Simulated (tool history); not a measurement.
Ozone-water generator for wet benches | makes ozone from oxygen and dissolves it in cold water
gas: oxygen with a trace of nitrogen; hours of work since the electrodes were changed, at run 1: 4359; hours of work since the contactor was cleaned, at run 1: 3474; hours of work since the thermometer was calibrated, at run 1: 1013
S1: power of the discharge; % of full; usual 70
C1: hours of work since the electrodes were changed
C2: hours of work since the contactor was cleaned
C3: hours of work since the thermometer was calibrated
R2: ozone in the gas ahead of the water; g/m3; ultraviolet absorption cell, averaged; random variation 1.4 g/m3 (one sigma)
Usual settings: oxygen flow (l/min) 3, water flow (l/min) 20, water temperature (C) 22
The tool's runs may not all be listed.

run 1 day=0 | S1=70 oxygen_flow_(l/min)=3 water_flow_(l/min)=20 water_temperature_(C)=22 | C1=4359 C2=3474 C3=1013 | dissolved_ozone_(ppm)=18.3 R2=253.6
run 2 day=3.321 | S1=76 oxygen_flow_(l/min)=3 water_flow_(l/min)=20 water_temperature_(C)=22 | C1=4430 C2=3544 C3=1084 | dissolved_ozone_(ppm)=19.2 R2=267
run 3 day=8.671 | S1=70 oxygen_flow_(l/min)=3 water_flow_(l/min)=20 water_temperature_(C)=22 | C1=4543 C2=3658 C3=1198 | dissolved_ozone_(ppm)=18.5 R2=252.2
run 4 day=13.142 | S1=70 oxygen_flow_(l/min)=3 water_flow_(l/min)=20 water_temperature_(C)=22 | C1=4639 C2=3753 C3=1293 | dissolved_ozone_(ppm)=18.6 R2=252.2
run 5 day=16.192 | S1=70 oxygen_flow_(l/min)=3 water_flow_(l/min)=20 water_temperature_(C)=18 | C1=4703 C2=3818 C3=1358 | dissolved_ozone_(ppm)=19.1 R2=253.2
run 6 day=19.692 | S1=70 oxygen_flow_(l/min)=2.23 water_flow_(l/min)=20 water_temperature_(C)=22 | C1=4778 C2=3893 C3=1432 | dissolved_ozone_(ppm)=16.4 R2=277.5
run 7 day=24.862 | S1=70 oxygen_flow_(l/min)=3 water_flow_(l/min)=20 water_temperature_(C)=22 | C1=4888 C2=4003 C3=1542 | dissolved_ozone_(ppm)=18.6 R2=250.9
run 8 day=29.254 | S1=70 oxygen_flow_(l/min)=3 water_flow_(l/min)=20 water_temperature_(C)=22 | C1=4981 C2=4096 C3=1636 | dissolved_ozone_(ppm)=18.3 R2=249.4
run 9 day=35.65 | S1=70 oxygen_flow_(l/min)=3 water_flow_(l/min)=12 water_temperature_(C)=22 | C1=5117 C2=4232 C3=1772 | dissolved_ozone_(ppm)=26.7 R2=251.1
run 10 day=40.238 | S1=70 oxygen_flow_(l/min)=3 water_flow_(l/min)=25 water_temperature_(C)=22 | C1=5215 C2=4330 C3=1869 | dissolved_ozone_(ppm)=15.2 R2=247.8
run 11 day=44.767 | S1=71 oxygen_flow_(l/min)=3 water_flow_(l/min)=20 water_temperature_(C)=22 | C1=5311 C2=4426 C3=1966 | dissolved_ozone_(ppm)=18.8 R2=252
run 12 day=47.646 | S1=40 oxygen_flow_(l/min)=3 water_flow_(l/min)=20 water_temperature_(C)=22 | C1=5373 C2=4487 C3=2027 | dissolved_ozone_(ppm)=13.1 R2=179.7
run 13 day=50.988 | S1=40 oxygen_flow_(l/min)=3 water_flow_(l/min)=20 water_temperature_(C)=22 | C1=5444 C2=4558 C3=2098 | dissolved_ozone_(ppm)=13.1 R2=179.2
run 14 day=56.512 | S1=40 oxygen_flow_(l/min)=3 water_flow_(l/min)=20 water_temperature_(C)=22 | C1=5561 C2=4676 C3=2216 | dissolved_ozone_(ppm)=13.4 R2=179.8
run 15 day=61.796 | S1=62 oxygen_flow_(l/min)=3 water_flow_(l/min)=20 water_temperature_(C)=22 | C1=5674 C2=4788 C3=2328 | dissolved_ozone_(ppm)=17.2 R2=230.5
run 16 day=65.938 | S1=44 oxygen_flow_(l/min)=3 water_flow_(l/min)=20 water_temperature_(C)=22 | C1=5762 C2=4876 C3=2416 | dissolved_ozone_(ppm)=14 R2=189.7
run 17 day=70.117 | S1=44 oxygen_flow_(l/min)=3 water_flow_(l/min)=20 water_temperature_(C)=22 | C1=5851 C2=4965 C3=2505 | dissolved_ozone_(ppm)=14.1 R2=187.7
-- day=72.704 gauge calibrated
-- day=73.758 contactor cleaned
run 18 day=75.717 | S1=88 oxygen_flow_(l/min)=3.23 water_flow_(l/min)=20 water_temperature_(C)=22 | C1=5966 C2=42 C3=2621 | dissolved_ozone_(ppm)=21.7 R2=280.7
run 19 day=82.1 | S1=70 oxygen_flow_(l/min)=5 water_flow_(l/min)=22 water_temperature_(C)=22 | C1=6102 C2=177 C3=2756 | dissolved_ozone_(ppm)=20 R2=213.7
run 20 day=87.138 | S1=70 oxygen_flow_(l/min)=5 water_flow_(l/min)=22 water_temperature_(C)=22 | C1=6209 C2=285 C3=2864 | dissolved_ozone_(ppm)=19.3 R2=210.8
run 21 day=90.462 | S1=53 oxygen_flow_(l/min)=3 water_flow_(l/min)=23 water_temperature_(C)=27 | C1=6280 C2=355 C3=2934 | dissolved_ozone_(ppm)=13.3 R2=214.8
run 22 day=95.1 | S1=70 oxygen_flow_(l/min)=3 water_flow_(l/min)=22 water_temperature_(C)=15 | C1=6379 C2=454 C3=3033 | dissolved_ozone_(ppm)=17.9 R2=251.3
-- day=96.125 water thermometer calibrated
run 23 day=98.012 | S1=70 oxygen_flow_(l/min)=3 water_flow_(l/min)=22 water_temperature_(C)=15 | C1=6440 C2=516 C3=40 | dissolved_ozone_(ppm)=18.4 R2=251.3
run 24 day=104.388 | S1=70 oxygen_flow_(l/min)=3 water_flow_(l/min)=22 water_temperature_(C)=15 | C1=6576 C2=651 C3=176 | dissolved_ozone_(ppm)=18.3 R2=251.2
run 25 day=110.579 | S1=46 oxygen_flow_(l/min)=3 water_flow_(l/min)=13 water_temperature_(C)=22 | C1=6708 C2=783 C3=308 | dissolved_ozone_(ppm)=19.9 R2=197.1
run 26 day=117.1 | S1=46 oxygen_flow_(l/min)=5.19 water_flow_(l/min)=27 water_temperature_(C)=25 | C1=6846 C2=922 C3=446 | dissolved_ozone_(ppm)=12.8 R2=162.1
run 27 day=120.946 | S1=46 oxygen_flow_(l/min)=5.19 water_flow_(l/min)=27 water_temperature_(C)=25 | C1=6928 C2=1003 C3=528 | dissolved_ozone_(ppm)=12.9 R2=162.1
run 28 day=125.875 | S1=70 oxygen_flow_(l/min)=4.15 water_flow_(l/min)=21 water_temperature_(C)=20 | C1=7033 C2=1108 C3=633 | dissolved_ozone_(ppm)=20.1 R2=225.4
run 29 day=129.958 | S1=83 oxygen_flow_(l/min)=4.15 water_flow_(l/min)=21 water_temperature_(C)=15 | C1=7120 C2=1195 C3=720 | dissolved_ozone_(ppm)=23.2 R2=248.6
run 30 day=135.75 | S1=70 oxygen_flow_(l/min)=3 water_flow_(l/min)=30 water_temperature_(C)=17 | C1=7243 C2=1318 C3=843 | dissolved_ozone_(ppm)=13.5 R2=250.5
run 31 day=138.658 | S1=70 oxygen_flow_(l/min)=3 water_flow_(l/min)=30 water_temperature_(C)=17 | C1=7305 C2=1380 C3=905 | dissolved_ozone_(ppm)=13.3 R2=247.7
run 32 day=143.1 | S1=47 oxygen_flow_(l/min)=1.92 water_flow_(l/min)=14 water_temperature_(C)=14 | C1=7399 C2=1475 C3=999 | dissolved_ozone_(ppm)=18.3 R2=227.3
run 33 day=148.25 | S1=47 oxygen_flow_(l/min)=5.06 water_flow_(l/min)=14 water_temperature_(C)=15 | C1=7509 C2=1584 C3=1109 | dissolved_ozone_(ppm)=23.3 R2=163.2

Measured less the same run without the tool's hidden state. The same run-to-run variation is in both; the gauge's scatter may not be:
The hidden state here: yield of the discharge, % of new electrodes'; contactor's efficiency, % of a clean one's; true water temperature over the reading, C; drift of the gauge itself on ozone_ppm, %; drift of the gauge itself on gas_g_m3, %.
run=1 R2=-0.2
run=2 R2=-0.7
run=3 R2=-1.2
run=4 R2=-1.6
run=5 R2=-2
run=6 R2=-2.5
run=7 R2=-2.8
run=8 R2=-3.3
run=9 R2=-3.9
run=10 R2=-4.4
run=11 R2=-4.9
run=12 R2=-3.7
run=13 R2=-4
run=14 R2=-4.3
run=15 R2=-6.1
run=16 R2=-5.4
run=17 R2=-5.7
run=18 R2=-0.7
run=19 R2=-1.1
run=20 R2=-1.5
run=21 R2=-1.8
run=22 R2=-2.6
run=23 R2=-3
run=24 R2=-3.6
run=25 R2=-3.2
run=26 R2=-3.1
run=27 R2=-3.4
run=28 R2=-5.4
run=29 R2=-6.3
run=30 R2=-6.9
run=31 R2=-7.2
run=32 R2=-6.9
run=33 R2=-5.3
dissolved ozone (ppm): within 0.1 of the measured result in every run.
